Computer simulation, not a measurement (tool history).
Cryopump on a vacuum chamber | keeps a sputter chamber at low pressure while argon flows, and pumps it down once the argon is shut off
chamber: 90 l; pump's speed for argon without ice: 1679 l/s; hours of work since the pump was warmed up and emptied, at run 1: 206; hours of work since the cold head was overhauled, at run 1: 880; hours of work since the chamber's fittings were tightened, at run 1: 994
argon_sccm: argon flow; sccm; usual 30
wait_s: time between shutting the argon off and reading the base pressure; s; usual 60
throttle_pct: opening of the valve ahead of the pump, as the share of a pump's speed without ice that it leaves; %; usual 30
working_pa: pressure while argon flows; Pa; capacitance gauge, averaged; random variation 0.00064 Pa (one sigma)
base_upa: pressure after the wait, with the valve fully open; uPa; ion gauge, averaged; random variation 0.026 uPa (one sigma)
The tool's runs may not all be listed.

run    hour  argon_sccm  wait_s  throttle_pct  hours of work since the pump was warmed up and emptied  hours of work since the cold head was overhauled  hours of work since the chamber's fittings were tightened  working_pa  base_upa
  1     0.0          30      60            30                                                     206                                               880                                                        994      0.1081      1.46
  2   108.0          30      60            30                                                     278                                               953                                                       1067      0.1106      1.57
  3   165.2          30      60            30                                                     317                                               991                                                       1105      0.1129      1.58
      186.5  -- pump warmed up, emptied and cooled again
  4   260.7          30      60            30                                                      50                                              1052                                                       1166      0.1032      1.40
  5   345.2          30      60            30                                                     107                                              1109                                                       1223      0.1044      1.46
  6   444.9          30      60            30                                                     174                                              1176                                                       1290      0.1069      1.48
  7   560.0          30      60            30                                                     251                                              1253                                                       1368      0.1098      1.56
  8   640.4          30      60            30                                                     305                                              1308                                                       1422      0.1115      1.64
      672.1  -- pump warmed up, emptied and cooled again
  9   698.4          30      28            30                                                      18                                              1343                                                       1457      0.1023      2.47
 10   763.7          30      60            30                                                      62                                              1387                                                       1501      0.1026      1.48
 11   873.1          19      66            30                                                     135                                              1461                                                       1575      0.0672      1.43
 12   924.9          30      64            29                                                     170                                              1496                                                       1610      0.1093      1.54
 13   997.3          43      32            59                                                     219                                              1544                                                       1659      0.0846      2.35
 14  1078.8          43      32            59                                                     274                                              1599                                                       1713      0.0859      2.49
 15  1131.1          59      32            33                                                     309                                              1634                                                       1749      0.2011      2.44
     1159.8  -- pump warmed up, emptied and cooled again
 16  1193.1          59      32            33                                                      22                                              1673                                                       1787      0.1805      2.34
 17  1300.2          16      60            30                                                      95                                              1745                                                       1859      0.0553      1.60
 18  1389.6          13      39            19                                                     155                                              1805                                                       1919      0.0708      2.10
     1402.6  -- leaking fittings of the chamber tightened, without venting
 19  1462.3          13      39            19                                                     202                                              1853                                                         40      0.0721      1.62
 20  1581.8          13      39            19                                                     283                                              1933                                                        121      0.0735      1.68

Forecast each of these 5 alternatives for the next run:
     1649.0  -- pump warmed up, emptied and cooled again
  A  1672.1          30      60            41                                                      16                                              1990                                                        178           ?         ?
     1649.0  -- pump warmed up, emptied and cooled again
  B  1672.1          30      60            22                                                      16                                              1990                                                        178           ?         ?
     1649.0  -- pump warmed up, emptied and cooled again
  C  1672.1          37     216            38                                                      16                                              1990                                                        178           ?         ?
     1649.0  -- pump warmed up, emptied and cooled again
  D  1672.1          13      39            17                                                      16                                              1990                                                        178           ?         ?
     1649.0  -- pump warmed up, emptied and cooled again
  E  1672.1          13      89            53                                                      16                                              1990                                                        178           ?         ?

run  working_pa  base_upa
  A      0.0741      1.14
  B      0.1381      1.13
  C      0.0998      0.51
  D      0.0769      1.65
  E      0.0254      0.87
Without the tool's hidden state the same runs would have given:
run  working_pa  base_upa
  A      0.0729      1.06
  B      0.1369      1.04
  C      0.0984      0.43
  D      0.0764      1.57
  E      0.0249      0.79
